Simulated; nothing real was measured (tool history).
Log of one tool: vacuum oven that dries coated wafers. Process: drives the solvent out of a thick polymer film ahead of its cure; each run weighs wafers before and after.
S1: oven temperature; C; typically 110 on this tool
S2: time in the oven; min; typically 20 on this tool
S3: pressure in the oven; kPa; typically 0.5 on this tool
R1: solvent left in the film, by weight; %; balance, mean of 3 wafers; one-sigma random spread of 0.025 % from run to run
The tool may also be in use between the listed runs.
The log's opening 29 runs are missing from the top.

run,hour,S1,S2,S3,R1
30,337.6,112,34,1.204,1.48
31,351.9,112,16,0.66,4.02
32,358.7,110,30,1.034,1.93
33,369.8,110,30,1.034,1.93
34,378.8,123,20,1.848,1.65
35,385.5,110,17,0.989,4.26
36,397.5,110,20,1.254,3.67
37,408.8,110,11,0.5,6.48
38,421.4,112,19,1.082,3.35
39,437.6,125,32,1.145,0.63
40,444.9,100,14,1.145,7.94
41,461,110,20,1.236,3.64

5 ways to go on from here, each from the tool as it stands after run 41. What would each give?
A,473.1,102,12,1.882,?
B,473.1,120,13,1.172,?
C,473.1,117,15,1.618,?
D,473.1,110,20,0.726,?
E,473.1,99,20,1.236,?

run,R1
A,8.61
B,3.52
C,3.61
D,3.39
E,6.45
Without the tool's hidden state the same runs would have given:
run,R1
A,8.35
B,3.32
C,3.4
D,3.15
E,6.14

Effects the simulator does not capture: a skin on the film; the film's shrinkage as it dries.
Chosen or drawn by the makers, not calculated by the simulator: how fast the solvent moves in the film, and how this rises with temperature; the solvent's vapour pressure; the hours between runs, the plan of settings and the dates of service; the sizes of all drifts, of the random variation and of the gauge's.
